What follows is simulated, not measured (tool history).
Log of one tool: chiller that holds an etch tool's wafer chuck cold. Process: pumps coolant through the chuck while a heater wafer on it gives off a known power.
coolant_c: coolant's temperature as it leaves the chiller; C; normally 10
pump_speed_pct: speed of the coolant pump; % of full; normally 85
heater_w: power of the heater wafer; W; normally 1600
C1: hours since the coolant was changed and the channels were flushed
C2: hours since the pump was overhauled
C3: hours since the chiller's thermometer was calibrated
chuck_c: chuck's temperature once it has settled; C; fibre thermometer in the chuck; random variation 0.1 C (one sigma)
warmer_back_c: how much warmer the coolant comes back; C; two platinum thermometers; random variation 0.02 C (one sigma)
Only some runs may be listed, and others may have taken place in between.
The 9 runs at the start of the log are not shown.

run 10 hour=475.5 | coolant_c=18 pump_speed_pct=85 heater_w=1600 | C1=3100 C2=2205 C3=2618 | chuck_c=30.3 warmer_back_c=3.76
run 11 hour=537.2 | coolant_c=10 pump_speed_pct=85 heater_w=1600 | C1=3162 C2=2267 C3=2680 | chuck_c=22.1 warmer_back_c=3.75
run 12 hour=611.3 | coolant_c=10 pump_speed_pct=85 heater_w=1315 | C1=3236 C2=2341 C3=2754 | chuck_c=20 warmer_back_c=3.07
run 13 hour=664.8 | coolant_c=10 pump_speed_pct=85 heater_w=1315 | C1=3290 C2=2394 C3=2808 | chuck_c=19.9 warmer_back_c=3.08
run 14 hour=721.8 | coolant_c=10 pump_speed_pct=85 heater_w=1600 | C1=3347 C2=2451 C3=2865 | chuck_c=22.1 warmer_back_c=3.75
run 15 hour=762.4 | coolant_c=10 pump_speed_pct=85 heater_w=1770 | C1=3387 C2=2492 C3=2905 | chuck_c=23.4 warmer_back_c=4.16
run 16 hour=837.8 | coolant_c=10 pump_speed_pct=85 heater_w=1770 | C1=3463 C2=2567 C3=2981 | chuck_c=23.7 warmer_back_c=4.18
run 17 hour=897.9 | coolant_c=10 pump_speed_pct=89 heater_w=1770 | C1=3523 C2=2628 C3=3041 | chuck_c=23.3 warmer_back_c=4.01
run 18 hour=936.6 | coolant_c=10 pump_speed_pct=89 heater_w=1770 | C1=3561 C2=2666 C3=3079 | chuck_c=23.3 warmer_back_c=3.96
-- hour=972.1 chiller's thermometer calibrated
run 19 hour=983 | coolant_c=4 pump_speed_pct=81 heater_w=1115 | C1=3607 C2=2712 C3=11 | chuck_c=13 warmer_back_c=2.76
run 20 hour=1044 | coolant_c=4 pump_speed_pct=81 heater_w=1115 | C1=3668 C2=2773 C3=72 | chuck_c=13.2 warmer_back_c=2.74
run 21 hour=1116 | coolant_c=9 pump_speed_pct=85 heater_w=2267 | C1=3740 C2=2845 C3=144 | chuck_c=26.9 warmer_back_c=5.35
-- hour=1125.8 coolant pump overhauled
run 22 hour=1160.1 | coolant_c=19 pump_speed_pct=72 heater_w=1595 | C1=3779 C2=34 C3=183 | chuck_c=33.1 warmer_back_c=4.47
run 23 hour=1202.6 | coolant_c=19 pump_speed_pct=72 heater_w=1595 | C1=3822 C2=77 C3=226 | chuck_c=33.1 warmer_back_c=4.46
run 24 hour=1269.9 | coolant_c=11 pump_speed_pct=85 heater_w=1385 | C1=3889 C2=144 C3=293 | chuck_c=21.9 warmer_back_c=3.32
run 25 hour=1310.6 | coolant_c=11 pump_speed_pct=85 heater_w=1385 | C1=3929 C2=185 C3=333 | chuck_c=22 warmer_back_c=3.3
run 26 hour=1382.8 | coolant_c=11 pump_speed_pct=89 heater_w=1126 | C1=4002 C2=257 C3=406 | chuck_c=19.8 warmer_back_c=2.59
run 27 hour=1425.6 | coolant_c=4 pump_speed_pct=89 heater_w=1503 | C1=4044 C2=300 C3=448 | chuck_c=15.9 warmer_back_c=3.43
run 28 hour=1472.1 | coolant_c=4 pump_speed_pct=89 heater_w=1503 | C1=4091 C2=346 C3=495 | chuck_c=15.7 warmer_back_c=3.42
-- hour=1522.9 coolant pump overhauled, once more
run 29 hour=1551 | coolant_c=4 pump_speed_pct=87 heater_w=1600 | C1=4165 C2=28 C3=569 | chuck_c=16.4 warmer_back_c=3.59
run 30 hour=1592 | coolant_c=20 pump_speed_pct=86 heater_w=923 | C1=4206 C2=69 C3=610 | chuck_c=27.1 warmer_back_c=2.1
run 31 hour=1645.8 | coolant_c=20 pump_speed_pct=86 heater_w=923 | C1=4260 C2=123 C3=664 | chuck_c=27.2 warmer_back_c=2.12

Predict each of these 4 candidate next runs independently; none follows another, all start after run 31:
run A hour=1714.8 | coolant_c=10 pump_speed_pct=60 heater_w=1600 | C1=4329 C2=192 C3=733 | chuck_c=? warmer_back_c=?
run B hour=1714.8 | coolant_c=2 pump_speed_pct=66 heater_w=1256 | C1=4329 C2=192 C3=733 | chuck_c=? warmer_back_c=?
run C hour=1714.8 | coolant_c=10 pump_speed_pct=73 heater_w=975 | C1=4329 C2=192 C3=733 | chuck_c=? warmer_back_c=?
run D hour=1714.8 | coolant_c=15 pump_speed_pct=73 heater_w=1773 | C1=4329 C2=192 C3=733 | chuck_c=? warmer_back_c=?

run=A chuck_c=25.7 warmer_back_c=5.14
run=B chuck_c=13.6 warmer_back_c=3.66
run=C chuck_c=18.3 warmer_back_c=2.58
run=D chuck_c=30.4 warmer_back_c=4.72
Without the tool's unlogged condition, the same runs would have read:
run=A chuck_c=24.5 warmer_back_c=5.14
run=B chuck_c=12.7 warmer_back_c=3.66
run=C chuck_c=17.7 warmer_back_c=2.58
run=D chuck_c=29.1 warmer_back_c=4.72
